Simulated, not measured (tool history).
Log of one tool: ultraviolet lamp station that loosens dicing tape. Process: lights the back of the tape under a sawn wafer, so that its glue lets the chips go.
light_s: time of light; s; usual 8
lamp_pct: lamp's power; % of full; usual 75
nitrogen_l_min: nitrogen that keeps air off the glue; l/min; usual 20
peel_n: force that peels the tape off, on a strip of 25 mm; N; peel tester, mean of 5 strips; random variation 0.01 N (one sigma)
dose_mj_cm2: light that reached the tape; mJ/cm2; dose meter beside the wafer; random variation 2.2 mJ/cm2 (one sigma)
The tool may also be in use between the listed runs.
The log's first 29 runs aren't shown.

run 30 hour=1252.3 | light_s=8 lamp_pct=88 nitrogen_l_min=20 | peel_n=0.453 dose_mj_cm2=202
run 31 hour=1300.5 | light_s=8 lamp_pct=88 nitrogen_l_min=20 | peel_n=0.481 dose_mj_cm2=198
run 32 hour=1349.7 | light_s=8 lamp_pct=88 nitrogen_l_min=15 | peel_n=0.552 dose_mj_cm2=198
run 33 hour=1381.7 | light_s=4 lamp_pct=75 nitrogen_l_min=20 | peel_n=1.351 dose_mj_cm2=83
run 34 hour=1412.3 | light_s=4 lamp_pct=75 nitrogen_l_min=20 | peel_n=1.393 dose_mj_cm2=80
run 35 hour=1449.7 | light_s=8 lamp_pct=85 nitrogen_l_min=20 | peel_n=0.536 dose_mj_cm2=182
run 36 hour=1516.1 | light_s=8 lamp_pct=85 nitrogen_l_min=20 | peel_n=0.561 dose_mj_cm2=178
run 37 hour=1565.7 | light_s=8 lamp_pct=73 nitrogen_l_min=17 | peel_n=0.764 dose_mj_cm2=148
-- hour=1572.0 window cleaned of glue's vapour
run 38 hour=1615.5 | light_s=5 lamp_pct=91 nitrogen_l_min=13 | peel_n=1.050 dose_mj_cm2=125

Forecast each of these 3 alternatives for the next run:
run A hour=1676.0 | light_s=8 lamp_pct=84 nitrogen_l_min=20 | peel_n=? dose_mj_cm2=?
run B hour=1676.0 | light_s=8 lamp_pct=72 nitrogen_l_min=20 | peel_n=? dose_mj_cm2=?
run C hour=1676.0 | light_s=4 lamp_pct=68 nitrogen_l_min=18 | peel_n=? dose_mj_cm2=?

run=A peel_n=0.566 dose_mj_cm2=177
run=B peel_n=0.687 dose_mj_cm2=154
run=C peel_n=1.452 dose_mj_cm2=69
Without the tool's hidden state the same runs would have given:
run=A peel_n=0.401 dose_mj_cm2=228
run=B peel_n=0.490 dose_mj_cm2=198
run=C peel_n=1.189 dose_mj_cm2=90

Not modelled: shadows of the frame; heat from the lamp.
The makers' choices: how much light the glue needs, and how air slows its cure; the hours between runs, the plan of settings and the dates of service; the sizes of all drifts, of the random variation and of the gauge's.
